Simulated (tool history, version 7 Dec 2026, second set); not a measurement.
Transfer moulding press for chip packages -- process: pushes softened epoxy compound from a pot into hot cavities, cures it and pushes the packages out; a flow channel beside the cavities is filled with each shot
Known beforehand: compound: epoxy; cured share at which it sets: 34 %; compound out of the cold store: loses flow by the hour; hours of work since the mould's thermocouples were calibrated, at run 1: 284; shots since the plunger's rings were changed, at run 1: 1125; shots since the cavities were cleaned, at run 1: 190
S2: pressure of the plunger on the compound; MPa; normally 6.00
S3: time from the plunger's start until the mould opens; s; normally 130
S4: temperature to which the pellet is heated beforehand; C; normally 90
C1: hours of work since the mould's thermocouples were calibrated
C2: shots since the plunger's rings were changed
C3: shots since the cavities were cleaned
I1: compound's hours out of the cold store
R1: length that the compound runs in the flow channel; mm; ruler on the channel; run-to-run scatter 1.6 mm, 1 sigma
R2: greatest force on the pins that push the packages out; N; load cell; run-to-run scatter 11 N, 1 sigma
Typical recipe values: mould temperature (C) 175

run 1 day=0.000 | mould_temperature_(C)=175 S2=6.00 S3=130 S4=90 | C1=284 C2=1125 C3=190 | I1=21.5 | R1=695 R2=550
run 2 day=0.983 | mould_temperature_(C)=175 S2=6.00 S3=130 S4=91 | C1=299 C2=1355 C3=420 | I1=23.2 | R1=690 R2=619
-- day=2.042 mould's thermocouples calibrated
run 3 day=3.138 | mould_temperature_(C)=175 S2=6.00 S3=130 S4=91 | C1=16 C2=1838 C3=903 | I1=22.2 | R1=687 R2=715
-- day=3.350 cavities cleaned with cleaning compound and waxed
run 4 day=4.621 | mould_temperature_(C)=175 S2=6.00 S3=130 S4=91 | C1=38 C2=2170 C3=297 | I1=17.6 | R1=695 R2=591
run 5 day=6.642 | mould_temperature_(C)=175 S2=6.00 S3=130 S4=91 | C1=68 C2=2642 C3=769 | I1=13.6 | R1=699 R2=698
-- day=7.517 cavities cleaned with cleaning compound and waxed
run 6 day=8.188 | mould_temperature_(C)=175 S2=6.00 S3=130 S4=90 | C1=91 C2=2988 C3=157 | I1=18.2 | R1=688 R2=522
run 7 day=10.025 | mould_temperature_(C)=175 S2=6.00 S3=130 S4=90 | C1=118 C2=3416 C3=585 | I1=45.4 | R1=628 R2=615
-- day=11.646 cavities cleaned with cleaning compound and waxed
run 8 day=11.746 | mould_temperature_(C)=175 S2=6.00 S3=130 S4=90 | C1=143 C2=3804 C3=24 | I1=44.7 | R1=624 R2=480
-- day=12.796 plunger's sealing rings changed
run 9 day=13.562 | mould_temperature_(C)=175 S2=6.00 S3=130 S4=90 | C1=169 C2=179 C3=423 | I1=46.0 | R1=648 R2=594
run 10 day=14.517 | mould_temperature_(C)=175 S2=4.62 S3=130 S4=90 | C1=183 C2=402 C3=646 | I1=14.8 | R1=629 R2=658
-- day=15.896 cavities cleaned with cleaning compound and waxed
run 11 day=16.408 | mould_temperature_(C)=175 S2=4.62 S3=130 S4=90 | C1=211 C2=829 C3=120 | I1=34.4 | R1=586 R2=515
run 12 day=17.562 | mould_temperature_(C)=175 S2=6.00 S3=153 S4=90 | C1=228 C2=1098 C3=389 | I1=16.7 | R1=704 R2=530
run 13 day=18.596 | mould_temperature_(C)=178 S2=6.00 S3=130 S4=90 | C1=244 C2=1339 C3=630 | I1=19.8 | R1=685 R2=580
-- day=20.025 cavities cleaned with cleaning compound and waxed
run 14 day=20.779 | mould_temperature_(C)=178 S2=6.00 S3=130 S4=90 | C1=276 C2=1834 C3=176 | I1=31.6 | R1=653 R2=476
run 15 day=22.367 | mould_temperature_(C)=178 S2=5.90 S3=130 S4=84 | C1=299 C2=2204 C3=546 | I1=9.6 | R1=694 R2=564
-- day=23.392 mould's thermocouples calibrated
-- day=24.329 cavities cleaned with cleaning compound and waxed
run 16 day=24.400 | mould_temperature_(C)=178 S2=5.90 S3=130 S4=84 | C1=14 C2=2645 C3=17 | I1=25.2 | R1=661 R2=446
run 17 day=26.383 | mould_temperature_(C)=178 S2=5.90 S3=130 S4=84 | C1=44 C2=3108 C3=480 | I1=18.4 | R1=670 R2=603
run 18 day=28.133 | mould_temperature_(C)=175 S2=6.31 S3=130 S4=92 | C1=70 C2=3517 C3=889 | I1=22.5 | R1=691 R2=740
-- day=28.396 cavities cleaned with cleaning compound and waxed
run 19 day=29.796 | mould_temperature_(C)=172 S2=6.78 S3=160 S4=83 | C1=94 C2=3890 C3=327 | I1=30.9 | R1=706 R2=545
-- day=30.383 plunger's sealing rings changed
run 20 day=31.508 | mould_temperature_(C)=175 S2=6.00 S3=130 S4=84 | C1=119 C2=262 C3=702 | I1=33.1 | R1=675 R2=691
-- day=32.567 cavities cleaned with cleaning compound and waxed
run 21 day=32.688 | mould_temperature_(C)=175 S2=6.00 S3=130 S4=84 | C1=135 C2=523 C3=28 | I1=15.0 | R1=716 R2=497
run 22 day=33.858 | mould_temperature_(C)=168 S2=6.00 S3=130 S4=90 | C1=153 C2=795 C3=300 | I1=17.1 | R1=737 R2=971
run 23 day=35.854 | mould_temperature_(C)=168 S2=6.00 S3=130 S4=90 | C1=183 C2=1262 C3=767 | I1=25.0 | R1=716 R2=1117
-- day=36.804 cavities cleaned with cleaning compound and waxed
run 24 day=37.492 | mould_temperature_(C)=168 S2=6.00 S3=130 S4=90 | C1=207 C2=1629 C3=161 | I1=19.5 | R1=725 R2=887
run 25 day=38.967 | mould_temperature_(C)=168 S2=6.00 S3=130 S4=90 | C1=229 C2=1973 C3=505 | I1=31.6 | R1=695 R2=994
run 26 day=40.033 | mould_temperature_(C)=179 S2=6.00 S3=130 S4=84 | C1=245 C2=2223 C3=755 | I1=33.6 | R1=645 R2=581
-- day=40.888 cavities cleaned with cleaning compound and waxed
run 27 day=41.858 | mould_temperature_(C)=179 S2=6.00 S3=130 S4=84 | C1=271 C2=2634 C3=227 | I1=14.5 | R1=686 R2=483

4 ways to go on from here, each from the tool as it stands after run 27. What would each give?
run A day=44.017 | mould_temperature_(C)=179 S2=7.42 S3=130 S4=84 | C1=304 C2=3138 C3=731 | I1=20.2 | R1=? R2=?
run B day=44.017 | mould_temperature_(C)=179 S2=6.00 S3=138 S4=84 | C1=304 C2=3138 C3=731 | I1=43.5 | R1=? R2=?
run C day=44.017 | mould_temperature_(C)=174 S2=4.87 S3=151 S4=84 | C1=304 C2=3138 C3=731 | I1=11.2 | R1=? R2=?
run D day=44.017 | mould_temperature_(C)=175 S2=4.84 S3=160 S4=91 | C1=304 C2=3138 C3=731 | I1=32.8 | R1=? R2=?

run=A R1=741 R2=592
run=B R1=619 R2=593
run=C R1=636 R2=602
run=D R1=588 R2=571
Take away the tool's hidden state, keep each run's random variation, and the runs would have read:
run=A R1=772 R2=416
run=B R1=644 R2=417
run=C R1=663 R2=425
run=D R1=613 R2=400

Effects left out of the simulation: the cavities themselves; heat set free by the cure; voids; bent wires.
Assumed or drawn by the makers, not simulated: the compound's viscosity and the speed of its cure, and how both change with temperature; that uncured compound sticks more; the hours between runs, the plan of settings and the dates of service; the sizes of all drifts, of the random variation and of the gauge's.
